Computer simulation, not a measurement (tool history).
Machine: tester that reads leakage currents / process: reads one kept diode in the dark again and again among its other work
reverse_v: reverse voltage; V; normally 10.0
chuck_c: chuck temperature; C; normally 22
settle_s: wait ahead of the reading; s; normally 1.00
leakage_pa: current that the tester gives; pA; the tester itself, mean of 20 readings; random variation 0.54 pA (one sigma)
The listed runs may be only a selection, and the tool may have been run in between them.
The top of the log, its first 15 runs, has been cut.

run,hour,reverse_v,chuck_c,settle_s,hours of work since the probe card was cleaned,hours of work since the tester was calibrated,hours of work since the chuck was calibrated,leakage_pa
# hour 770.8: chuck's temperature calibrated
16,776.6,12.8,22,1.00,2575,978,4,204.27
17,837.7,12.9,57,0.56,2613,1016,42,4519.46
18,895.2,12.9,57,0.56,2649,1052,78,4508.11
19,969.9,12.9,57,0.56,2696,1099,125,4506.75
20,1040.4,4.4,33,5.68,2741,1144,170,351.24
21,1107.7,7.9,30,0.33,2783,1186,212,351.55
22,1176.0,15.8,41,8.19,2826,1229,255,1284.20
23,1239.6,15.8,41,8.19,2866,1269,295,1283.59
24,1272.0,15.8,41,8.19,2886,1289,316,1280.72
25,1338.3,15.8,41,8.19,2928,1331,357,1280.50
26,1398.1,15.8,41,8.19,2966,1369,395,1275.33
27,1462.2,15.8,41,8.19,3006,1409,435,1275.19
28,1526.6,6.3,31,0.35,3047,1450,476,345.42
29,1572.1,6.3,31,0.35,3075,1478,505,347.15
30,1608.5,3.7,28,0.49,3098,1501,528,204.13
31,1649.5,13.7,47,0.49,3124,1527,553,2013.71
32,1681.8,13.7,47,0.49,3145,1548,574,2012.45

Forecast each of these 5 alternatives for the next run:
A,1712.9,11.2,22,1.00,3164,1567,593,?
B,1712.9,3.1,22,0.34,3164,1567,593,?
C,1712.9,10.0,49,1.00,3164,1567,593,?
D,1712.9,3.8,49,4.15,3164,1567,593,?
E,1712.9,5.7,47,0.94,3164,1567,593,?

run,leakage_pa
A,190.26
B,106.53
C,2071.19
D,1332.46
E,1350.21
Without the tool's unlogged condition, the same runs would have read:
run,leakage_pa
A,188.68
B,106.72
C,2087.38
D,1343.81
E,1361.30
